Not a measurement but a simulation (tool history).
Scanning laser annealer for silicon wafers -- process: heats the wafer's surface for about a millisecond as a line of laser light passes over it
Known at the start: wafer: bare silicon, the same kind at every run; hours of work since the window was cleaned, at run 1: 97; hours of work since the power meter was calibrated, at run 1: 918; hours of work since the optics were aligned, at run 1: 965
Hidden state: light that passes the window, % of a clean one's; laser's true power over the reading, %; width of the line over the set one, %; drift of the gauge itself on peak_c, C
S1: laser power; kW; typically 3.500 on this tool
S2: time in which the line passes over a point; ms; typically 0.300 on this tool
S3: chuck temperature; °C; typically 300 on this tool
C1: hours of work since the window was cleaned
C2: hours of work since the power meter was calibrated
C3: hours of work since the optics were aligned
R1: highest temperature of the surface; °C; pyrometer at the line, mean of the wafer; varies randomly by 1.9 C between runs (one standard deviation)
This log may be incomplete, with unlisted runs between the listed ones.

Run 1, hour 0.0: usual settings; C1 97; C2 918; C3 965. Result: R1 1064 °C.
Run 2, hour 35.8: usual settings; C1 117; C2 938; C3 985. Result: R1 1063 °C.
Run 3, hour 78.6: usual settings but S1 3.396 kW; C1 140; C2 961; C3 1008. Result: R1 1035 °C.
Run 4, hour 119.4: usual settings but S1 3.396 kW; C1 163; C2 984; C3 1030. Result: R1 1032 °C.
Run 5, hour 163.5: usual settings but S2 0.235 ms; C1 187; C2 1008; C3 1054. Result: R1 982 °C.
Run 6, hour 194.0: usual settings but S2 0.241 ms; C1 203; C2 1024; C3 1071. Result: R1 990 °C.
Run 7, hour 246.1: usual settings but S2 0.241 ms; C1 232; C2 1053; C3 1100. Result: R1 987 °C.
Run 8, hour 311.1: usual settings; C1 267; C2 1088; C3 1135. Result: R1 1056 °C.
At hour 353.3: optics aligned, line set to its width.
Run 9, hour 369.3: usual settings but S1 3.056 kW, S3 307 °C; C1 297; C2 1117; C3 9. Result: R1 962 °C.
Run 10, hour 409.7: usual settings but S1 3.056 kW, S3 307 °C; C1 319; C2 1140; C3 31. Result: R1 965 °C.
Run 11, hour 467.4: usual settings but S1 3.056 kW, S3 307 °C; C1 350; C2 1171; C3 62. Result: R1 961 °C.
Run 12, hour 502.7: usual settings but S1 3.056 kW, S3 307 °C; C1 369; C2 1190; C3 82. Result: R1 963 °C.
Run 13, hour 540.8: usual settings but S1 3.615 kW; C1 390; C2 1211; C3 103. Result: R1 1098 °C.
Run 14, hour 583.2: usual settings but S1 3.615 kW; C1 413; C2 1234; C3 126. Result: R1 1094 °C.
Run 15, hour 619.0: usual settings but S1 3.615 kW; C1 433; C2 1254; C3 145. Result: R1 1097 °C.
Run 16, hour 666.9: usual settings but S1 3.277 kW, S2 0.358 ms, S3 311 °C; C1 459; C2 1280; C3 171. Result: R1 1076 °C.

Here are 5 independent what-if runs from the current tool condition. What would each one return?
Run A, hour 735.5: usual settings but S2 0.273 ms, S3 325 °C; C1 497; C2 1318; C3 209. Result: R1 ?.
Run B, hour 735.5: usual settings but S1 3.032 kW, S2 0.358 ms, S3 311 °C; C1 497; C2 1318; C3 209. Result: R1 ?.
Run C, hour 735.5: usual settings but S3 301 °C; C1 497; C2 1318; C3 209. Result: R1 ?.
Run D, hour 735.5: usual settings but S3 321 °C; C1 497; C2 1318; C3 209. Result: R1 ?.
Run E, hour 735.5: usual settings but S1 3.277 kW, S2 0.239 ms, S3 311 °C; C1 497; C2 1318; C3 209. Result: R1 ?.

run    R1
  A  1055
  B  1008
  C  1061
  D  1084
  E   951
Take away the tool's hidden state, keep each run's random variation, and the runs would have read:
run    R1
  A  1080
  B  1031
  C  1086
  D  1109
  E   972
